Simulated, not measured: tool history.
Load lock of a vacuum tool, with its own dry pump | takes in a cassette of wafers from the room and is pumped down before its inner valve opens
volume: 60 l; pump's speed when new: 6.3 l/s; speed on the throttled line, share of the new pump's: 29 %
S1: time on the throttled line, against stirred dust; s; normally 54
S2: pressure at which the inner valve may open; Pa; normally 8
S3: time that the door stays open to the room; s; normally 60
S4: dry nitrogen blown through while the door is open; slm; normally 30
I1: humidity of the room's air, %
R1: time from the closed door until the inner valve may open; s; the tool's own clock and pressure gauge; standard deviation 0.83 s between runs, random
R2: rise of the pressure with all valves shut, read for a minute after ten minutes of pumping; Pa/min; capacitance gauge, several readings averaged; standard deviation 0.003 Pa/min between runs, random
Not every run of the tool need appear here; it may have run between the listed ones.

Run 1, hour 0.0: usual settings; I1 43.9. Result: R1 137.8 s, R2 0.071 Pa/min.
Run 2, hour 462.1: usual settings; I1 45.4. Result: R1 137.5 s, R2 0.076 Pa/min.
Run 3, hour 967.2: usual settings; I1 46.4. Result: R1 137.5 s, R2 0.089 Pa/min.
Run 4, hour 1184.9: usual settings but S1 56 s; I1 45.7. Result: R1 139.0 s, R2 0.085 Pa/min.
Run 5, hour 1688.6: usual settings but S4 17 slm; I1 43.6. Result: R1 138.0 s, R2 0.093 Pa/min.
Run 6, hour 2020.2: usual settings but S3 134 s, S4 13 slm; I1 41.7. Result: R1 139.1 s, R2 0.114 Pa/min.
Run 7, hour 2545.1: usual settings but S3 134 s, S4 13 slm; I1 48.4. Result: R1 138.2 s, R2 0.135 Pa/min.
Run 8, hour 2854.1: usual settings but S3 134 s, S4 13 slm; I1 43.2. Result: R1 137.7 s, R2 0.125 Pa/min.
Run 9, hour 3317.6: usual settings but S3 134 s, S4 13 slm; I1 45.6. Result: R1 137.7 s, R2 0.134 Pa/min.
Run 10, hour 3688.2: usual settings but S1 45 s, S2 9 Pa, S3 39 s, S4 15 slm; I1 41.2. Result: R1 131.7 s, R2 0.103 Pa/min.

Below are 4 alternative next runs, each starting from the tool's condition after run 10. Predict each:
Run A, hour 4037.9: usual settings but S1 51 s, S3 83 s; I1 40.8. Result: R1 ?, R2 ?.
Run B, hour 4037.9: usual settings but S1 55 s, S2 9 Pa, S3 39 s, S4 15 slm; I1 45.4. Result: R1 ?, R2 ?.
Run C, hour 4037.9: usual settings but S2 6 Pa, S3 41 s; I1 45.4. Result: R1 ?, R2 ?.
Run D, hour 4037.9: usual settings but S2 10 Pa, S3 28 s, S4 11 slm; I1 45.8. Result: R1 ?, R2 ?.

run     R1     R2
  A  139.0  0.115
  B  136.9  0.109
  C  143.3  0.104
  D  136.7  0.116
With no hidden state in the tool, these same runs would have given:
run     R1     R2
  A  129.4  0.024
  B  127.8  0.018
  C  133.4  0.014
  D  127.8  0.023
